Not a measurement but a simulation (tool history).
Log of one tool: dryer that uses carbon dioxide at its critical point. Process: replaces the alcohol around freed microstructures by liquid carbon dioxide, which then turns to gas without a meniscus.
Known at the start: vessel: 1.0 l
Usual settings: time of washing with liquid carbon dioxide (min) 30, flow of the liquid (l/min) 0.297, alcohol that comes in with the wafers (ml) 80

| run | day | time of washing with liquid carbon dioxide (min) | flow of the liquid (l/min) | alcohol that comes in with the wafers (ml) | alcohol left in the vessel before it's heated (ppm by volume) |
|---|---|---|---|---|---|
| 1 | 0 | 30 | 0.297 | 80 | 115 |
| 2 | 0.704 | 30 | 0.274 | 80 | 179 |
| 3 | 1.379 | 30 | 0.274 | 80 | 179 |
| 4 | 1.817 | 30 | 0.439 | 80 | 65 |
| 5 | 2.175 | 30 | 0.439 | 80 | 67 |
| 6 | 2.921 | 30 | 0.439 | 80 | 70 |
| 7 | 3.388 | 30 | 0.215 | 116 | 924 |
| 8 | 3.942 | 34 | 0.217 | 109 | 477 |
| 9 | 4.454 | 20 | 0.187 | 22 | 1391 |
| 10 | 4.871 | 30 | 0.29 | 80 | 181 |
| 11 | 5.462 | 30 | 0.29 | 80 | 187 |
|  | 5.842 | inlet filter changed |
| 12 | 6.204 | 30 | 0.29 | 80 | 125 |

Forecast each of these 3 alternatives for the next run:
| A | 6.529 | 30 | 0.397 | 80 | ? |
| B | 6.529 | 19 | 0.227 | 24 | ? |
| C | 6.529 | 26 | 0.196 | 59 | ? |

| run | alcohol left in the vessel before it's heated (ppm by volume) |
|---|---|
| A | 79 |
| B | 703 |
| C | 899 |
Without the tool's hidden state the same runs would have given:
| run | alcohol left in the vessel before it's heated (ppm by volume) |
|---|---|
| A | 1 |
| B | 600 |
| C | 782 |
